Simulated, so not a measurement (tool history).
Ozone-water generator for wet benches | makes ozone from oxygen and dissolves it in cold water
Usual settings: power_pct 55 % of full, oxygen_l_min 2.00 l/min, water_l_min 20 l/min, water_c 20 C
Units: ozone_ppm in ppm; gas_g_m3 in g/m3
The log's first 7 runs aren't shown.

run,hour,power_pct,oxygen_l_min,water_l_min,water_c,hours of work since the electrodes were changed,hours of work since the contactor was cleaned,hours of work since the thermometer was calibrated,ozone_ppm,gas_g_m3
8,459.2,55,2.00,17,20,2906,1796,779,13.6,183.7
9,525.3,55,2.00,17,20,2959,1849,832,13.5,184.3
10,578.1,55,2.00,17,20,3001,1892,874,13.4,182.2
11,683.3,55,2.13,20,20,3085,1976,958,11.8,176.1
12,752.3,55,2.00,20,20,3141,2032,1014,11.8,178.7
13,817.8,55,2.00,20,20,3193,2084,1066,11.7,182.3
14,891.6,55,2.00,20,20,3252,2143,1125,11.8,183.5
15,951.3,70,2.00,20,20,3300,2191,1173,14.5,227.4
16,1007.1,50,2.00,20,20,3345,2236,1218,10.8,166.4
17,1074.9,90,2.00,14,15,3399,2290,1272,25.6,280.0
18,1175.4,55,2.95,20,13,3480,2371,1353,13.8,151.7
19,1230.7,67,2.00,29,20,3524,2415,1397,10.0,215.9
# hour 1308.6: contactor cleaned
20,1331.3,55,2.00,15,20,3602,18,1475,14.9,182.6
21,1377.6,55,2.00,20,17,3639,55,1512,12.0,180.2
22,1456.2,55,1.10,20,22,3702,118,1575,9.6,239.1

Run 23 comes next. What will it give?
23,1540.9,52,1.21,23,27,3770,186,1643,?,?

ozone_ppm: 8.1 ppm
gas_g_m3: 217.3 g/m3
Without the tool's hidden state the same run would have given ozone_ppm 8.1 ppm, gas_g_m3 221.9 g/m3.
